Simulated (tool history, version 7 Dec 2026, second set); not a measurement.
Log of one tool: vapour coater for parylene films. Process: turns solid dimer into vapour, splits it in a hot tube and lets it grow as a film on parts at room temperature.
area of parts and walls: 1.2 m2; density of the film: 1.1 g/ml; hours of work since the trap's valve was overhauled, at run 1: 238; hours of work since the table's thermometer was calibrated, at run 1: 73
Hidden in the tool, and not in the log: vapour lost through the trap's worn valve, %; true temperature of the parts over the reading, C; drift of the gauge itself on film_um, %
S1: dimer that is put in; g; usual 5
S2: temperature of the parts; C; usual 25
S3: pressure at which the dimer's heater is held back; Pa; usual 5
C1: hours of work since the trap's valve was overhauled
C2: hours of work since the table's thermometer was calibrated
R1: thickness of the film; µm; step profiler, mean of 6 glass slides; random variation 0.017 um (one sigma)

| run | hour | S1 | S2 | S3 | C1 | C2 | R1 |
|---|---|---|---|---|---|---|---|
| 1 | 0 | 5 | 25 | 5 | 238 | 73 | 2.13 |
| 2 | 15.7 | 5 | 25 | 5 | 248 | 83 | 2.09 |
| 3 | 32.1 | 5 | 25 | 5 | 259 | 94 | 2.1 |
| 4 | 50 | 5 | 27 | 5 | 271 | 106 | 1.95 |
| 5 | 61.2 | 5 | 27 | 5 | 278 | 113 | 1.93 |
| 6 | 75.8 | 5 | 32 | 5 | 288 | 123 | 1.65 |
| 7 | 88.8 | 5 | 32 | 5 | 297 | 132 | 1.62 |
| 8 | 97.3 | 5 | 32 | 5 | 302 | 137 | 1.62 |
| 9 | 110.1 | 5 | 32 | 5 | 311 | 146 | 1.63 |
| 10 | 118.9 | 5 | 32 | 3.93 | 316 | 151 | 1.67 |
|  | 128.6 | trap's valve overhauled |
| 11 | 139.8 | 4 | 25 | 7.02 | 7 | 163 | 1.75 |
| 12 | 154.5 | 5 | 25 | 4.47 | 17 | 172 | 2.28 |

The same runs without the tool's hidden state, with the same run-to-run variation:
| run | R1 |
|---|---|
| 1 | 2.29 |
| 2 | 2.26 |
| 3 | 2.27 |
| 4 | 2.12 |
| 5 | 2.1 |
| 6 | 1.8 |
| 7 | 1.78 |
| 8 | 1.78 |
| 9 | 1.79 |
| 10 | 1.84 |
| 11 | 1.76 |
| 12 | 2.29 |

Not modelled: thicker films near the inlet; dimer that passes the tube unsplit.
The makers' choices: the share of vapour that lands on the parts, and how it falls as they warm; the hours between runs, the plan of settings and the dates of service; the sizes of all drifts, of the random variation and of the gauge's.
